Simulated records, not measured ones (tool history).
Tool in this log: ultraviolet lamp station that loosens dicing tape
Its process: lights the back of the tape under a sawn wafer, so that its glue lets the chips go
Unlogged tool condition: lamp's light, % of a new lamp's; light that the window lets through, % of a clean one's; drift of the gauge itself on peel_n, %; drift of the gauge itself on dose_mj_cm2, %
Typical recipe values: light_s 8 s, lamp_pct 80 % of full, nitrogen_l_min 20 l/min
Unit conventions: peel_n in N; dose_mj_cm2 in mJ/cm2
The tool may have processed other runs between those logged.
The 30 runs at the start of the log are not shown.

run,day,light_s,lamp_pct,nitrogen_l_min,hours of work of the lamp,hours of work since the window was cleaned,peel_n,dose_mj_cm2
31,32.675,7,92,7,546,38,0.734,506
32,33.967,15,78,20,564,56,0.112,917
33,35.392,14,78,20,585,77,0.132,847
34,36.371,7,80,24,599,91,0.581,432
35,37.679,8,63,20,618,110,0.843,388
36,39.200,9,69,40,640,132,0.404,469
37,39.917,9,69,34,650,142,0.433,469
38,41.388,9,69,34,671,163,0.453,463
39,42.308,15,97,33,684,176,0.087,1077
40,43.429,8,74,21,701,193,0.621,438
41,44.692,8,74,21,719,211,0.633,431
42,45.883,5,80,11,736,228,1.760,291
43,47.208,5,80,11,755,247,1.815,288

What if the next run were any one of these 4? Each begins from the tool's condition after run 43:
A,48.200,6,80,8,769,261,?,?
B,48.200,12,68,28,769,261,?,?
C,48.200,8,80,30,769,261,?,?
D,48.200,7,72,15,769,261,?,?

run,peel_n,dose_mj_cm2
A,1.509,346
B,0.266,581
C,0.485,458
D,1.083,360
Had the tool no hidden state, the same runs would have come out as:
run,peel_n,dose_mj_cm2
A,1.039,422
B,0.165,709
C,0.287,559
D,0.705,440
